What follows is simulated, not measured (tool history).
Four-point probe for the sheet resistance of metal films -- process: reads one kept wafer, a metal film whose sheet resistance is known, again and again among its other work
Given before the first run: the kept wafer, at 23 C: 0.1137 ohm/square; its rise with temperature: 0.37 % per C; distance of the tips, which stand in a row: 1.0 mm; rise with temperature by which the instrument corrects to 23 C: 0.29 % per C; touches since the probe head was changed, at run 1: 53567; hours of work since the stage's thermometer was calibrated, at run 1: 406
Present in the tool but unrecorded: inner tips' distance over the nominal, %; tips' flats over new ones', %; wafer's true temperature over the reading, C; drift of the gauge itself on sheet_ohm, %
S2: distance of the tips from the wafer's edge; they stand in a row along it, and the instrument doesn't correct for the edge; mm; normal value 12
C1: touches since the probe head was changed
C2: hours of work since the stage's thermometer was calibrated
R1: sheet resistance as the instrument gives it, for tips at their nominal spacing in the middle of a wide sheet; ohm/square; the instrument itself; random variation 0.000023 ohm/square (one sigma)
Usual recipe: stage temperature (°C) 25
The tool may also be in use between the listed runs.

run 1 hour=0.0 | stage_temperature_(°C)=25 S2=12 | C1=53567 C2=406 | R1=0.115372
run 2 hour=19.6 | stage_temperature_(°C)=25 S2=12 | C1=54537 C2=417 | R1=0.115350
run 3 hour=38.9 | stage_temperature_(°C)=25 S2=12 | C1=55491 C2=428 | R1=0.115339
run 4 hour=56.4 | stage_temperature_(°C)=25 S2=12 | C1=56354 C2=438 | R1=0.115396
run 5 hour=75.2 | stage_temperature_(°C)=25 S2=12 | C1=57286 C2=449 | R1=0.115428
run 6 hour=90.1 | stage_temperature_(°C)=25 S2=42 | C1=58019 C2=457 | R1=0.115012
run 7 hour=106.8 | stage_temperature_(°C)=25 S2=42 | C1=58848 C2=467 | R1=0.115078
run 8 hour=118.1 | stage_temperature_(°C)=25 S2=42 | C1=59403 C2=473 | R1=0.115069
run 9 hour=137.2 | stage_temperature_(°C)=26 S2=12 | C1=60350 C2=484 | R1=0.115531
run 10 hour=158.2 | stage_temperature_(°C)=25 S2=10 | C1=61389 C2=496 | R1=0.115709
run 11 hour=169.4 | stage_temperature_(°C)=25 S2=10 | C1=61940 C2=503 | R1=0.115696
run 12 hour=179.6 | stage_temperature_(°C)=25 S2=10 | C1=62447 C2=508 | R1=0.115669
run 13 hour=193.4 | stage_temperature_(°C)=25 S2=12 | C1=63129 C2=516 | R1=0.115535
run 14 hour=213.0 | stage_temperature_(°C)=25 S2=12 | C1=64096 C2=527 | R1=0.115517
run 15 hour=226.7 | stage_temperature_(°C)=25 S2=3 | C1=64773 C2=535 | R1=0.121562
run 16 hour=241.3 | stage_temperature_(°C)=25 S2=3 | C1=65497 C2=543 | R1=0.121612
run 17 hour=262.5 | stage_temperature_(°C)=25 S2=58 | C1=66542 C2=556 | R1=0.115188
run 18 hour=284.9 | stage_temperature_(°C)=32 S2=3 | C1=67649 C2=568 | R1=0.122317
run 19 hour=306.0 | stage_temperature_(°C)=31 S2=9 | C1=68692 C2=580 | R1=0.116530
run 20 hour=320.8 | stage_temperature_(°C)=19 S2=51 | C1=69423 C2=589 | R1=0.114682
run 21 hour=343.3 | stage_temperature_(°C)=25 S2=7 | C1=70537 C2=602 | R1=0.116480
run 22 hour=352.4 | stage_temperature_(°C)=19 S2=13 | C1=70987 C2=607 | R1=0.115019
run 23 hour=370.7 | stage_temperature_(°C)=19 S2=13 | C1=71892 C2=617 | R1=0.115064
run 24 hour=381.3 | stage_temperature_(°C)=19 S2=13 | C1=72416 C2=623 | R1=0.115071
-- hour=387.1 new probe head fitted
run 25 hour=400.7 | stage_temperature_(°C)=29 S2=5 | C1=673 C2=634 | R1=0.116265
run 26 hour=413.6 | stage_temperature_(°C)=20 S2=41 | C1=1311 C2=641 | R1=0.113101
run 27 hour=435.5 | stage_temperature_(°C)=22 S2=56 | C1=2393 C2=654 | R1=0.113286
run 28 hour=458.0 | stage_temperature_(°C)=34 S2=7 | C1=3501 C2=666 | R1=0.115628
run 29 hour=472.7 | stage_temperature_(°C)=25 S2=5 | C1=4230 C2=675 | R1=0.116011
run 30 hour=494.0 | stage_temperature_(°C)=23 S2=5 | C1=5282 C2=687 | R1=0.115780
run 31 hour=504.9 | stage_temperature_(°C)=24 S2=55 | C1=5820 C2=693 | R1=0.113588
run 32 hour=514.1 | stage_temperature_(°C)=24 S2=55 | C1=6276 C2=698 | R1=0.113556
run 33 hour=527.1 | stage_temperature_(°C)=25 S2=9 | C1=6922 C2=706 | R1=0.114402

Forecast each of these 5 alternatives for the next run:
run A hour=544.2 | stage_temperature_(°C)=33 S2=31 | C1=7763 C2=715 | R1=?
run B hour=544.2 | stage_temperature_(°C)=30 S2=9 | C1=7763 C2=715 | R1=?
run C hour=544.2 | stage_temperature_(°C)=34 S2=68 | C1=7763 C2=715 | R1=?
run D hour=544.2 | stage_temperature_(°C)=25 S2=6 | C1=7763 C2=715 | R1=?
run E hour=544.2 | stage_temperature_(°C)=26 S2=17 | C1=7763 C2=715 | R1=?

run=A R1=0.114412
run=B R1=0.114908
run=C R1=0.114448
run=D R1=0.115283
run=E R1=0.113959
Stripped of hidden state, with their random variation kept, the same runs would have yielded:
run=A R1=0.114640
run=B R1=0.115137
run=C R1=0.114676
run=D R1=0.115514
run=E R1=0.114187

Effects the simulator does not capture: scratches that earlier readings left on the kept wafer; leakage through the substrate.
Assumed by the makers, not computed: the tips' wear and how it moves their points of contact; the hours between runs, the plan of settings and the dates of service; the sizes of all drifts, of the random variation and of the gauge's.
